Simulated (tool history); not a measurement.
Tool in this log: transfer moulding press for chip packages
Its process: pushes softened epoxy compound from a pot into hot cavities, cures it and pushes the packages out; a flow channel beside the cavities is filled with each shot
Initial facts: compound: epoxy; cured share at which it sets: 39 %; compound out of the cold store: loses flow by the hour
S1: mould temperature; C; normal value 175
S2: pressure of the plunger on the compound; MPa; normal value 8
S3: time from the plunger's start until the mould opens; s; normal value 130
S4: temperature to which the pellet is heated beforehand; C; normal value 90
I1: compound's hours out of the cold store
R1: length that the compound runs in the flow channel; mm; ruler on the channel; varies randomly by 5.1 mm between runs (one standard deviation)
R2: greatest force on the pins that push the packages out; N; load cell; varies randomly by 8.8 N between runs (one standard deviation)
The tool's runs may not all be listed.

Run 1, hour 0: usual settings; I1 10.9. Result: R1 585 mm, R2 414 N.
At hour 26.6: cavities cleaned with cleaning compound and waxed.
Run 2, hour 34.8: usual settings but S4 95 C; I1 8.2. Result: R1 598 mm, R2 407 N.
At hour 78.6: cavities cleaned with cleaning compound and waxed.
At hour 99.4: mould's thermocouples calibrated.
Run 3, hour 99.4: usual settings; I1 15. Result: R1 574 mm, R2 417 N.
At hour 114.8: plunger's sealing rings changed.
At hour 139.8: cavities cleaned with cleaning compound and waxed.
Run 4, hour 179.8: usual settings but S2 6.3 MPa; I1 45.3. Result: R1 454 mm, R2 397 N.
At hour 192.8: cavities cleaned with cleaning compound and waxed.
Run 5, hour 215.3: usual settings but S2 6.3 MPa; I1 36.6. Result: R1 467 mm, R2 393 N.
At hour 247: cavities cleaned with cleaning compound and waxed.
Run 6, hour 270.4: usual settings but S3 152 s; I1 24.2. Result: R1 550 mm, R2 399 N.
At hour 300.5: cavities cleaned with cleaning compound and waxed.
Run 7, hour 329: usual settings but S1 173 C; I1 28.2. Result: R1 558 mm, R2 440 N.
At hour 355.6: cavities cleaned with cleaning compound and waxed.
Run 8, hour 376: usual settings but S1 173 C; I1 21.8. Result: R1 562 mm, R2 413 N.
At hour 409.4: cavities cleaned with cleaning compound and waxed.
Run 9, hour 454.4: usual settings but S1 177 C, S3 156 s, S4 93 C; I1 30.8. Result: R1 537 mm, R2 337 N.
At hour 461.7: cavities cleaned with cleaning compound and waxed.
At hour 517.6: cavities cleaned with cleaning compound and waxed.
Run 10, hour 527.2: usual settings but S3 112 s; I1 41.6. Result: R1 513 mm, R2 455 N.
At hour 568.8: cavities cleaned with cleaning compound and waxed.
Run 11, hour 589: usual settings but S1 170 C, S2 8.6 MPa; I1 12.7. Result: R1 616 mm, R2 521 N.
At hour 625.3: cavities cleaned with cleaning compound and waxed.
Run 12, hour 626.7: usual settings but S1 177 C; I1 13.2. Result: R1 581 mm, R2 377 N.
Run 13, hour 667.1: usual settings but S1 180 C, S3 128 s, S4 88 C; I1 18.3. Result: R1 559 mm, R2 369 N.

Alternative continuations, all from the tool just after run 13; predict every row:
At hour 678.5: cavities cleaned with cleaning compound and waxed.
At hour 684.6: plunger's sealing rings changed.
Run A, hour 722.8: usual settings but S1 168 C, S2 9.98 MPa, S3 128 s, S4 85 C; I1 22.7. Result: R1 ?, R2 ?.
At hour 678.5: cavities cleaned with cleaning compound and waxed.
At hour 684.6: plunger's sealing rings changed.
Run B, hour 722.8: usual settings but S2 6.03 MPa; I1 23.4. Result: R1 ?, R2 ?.
At hour 678.5: cavities cleaned with cleaning compound and waxed.
At hour 684.6: plunger's sealing rings changed.
Run C, hour 722.8: usual settings but S1 180 C, S3 165 s, S4 98 C; I1 11.4. Result: R1 ?, R2 ?.
At hour 678.5: cavities cleaned with cleaning compound and waxed.
At hour 684.6: plunger's sealing rings changed.
Run D, hour 722.8: usual settings but S1 178 C, S2 8.18 MPa, S3 128 s; I1 33.6. Result: R1 ?, R2 ?.

run   R1   R2
  A  630  609
  B  482  393
  C  582  356
  D  534  380
Take away the tool's hidden state, keep each run's random variation, and the runs would have read:
run   R1   R2
  A  630  605
  B  482  390
  C  582  353
  D  534  377

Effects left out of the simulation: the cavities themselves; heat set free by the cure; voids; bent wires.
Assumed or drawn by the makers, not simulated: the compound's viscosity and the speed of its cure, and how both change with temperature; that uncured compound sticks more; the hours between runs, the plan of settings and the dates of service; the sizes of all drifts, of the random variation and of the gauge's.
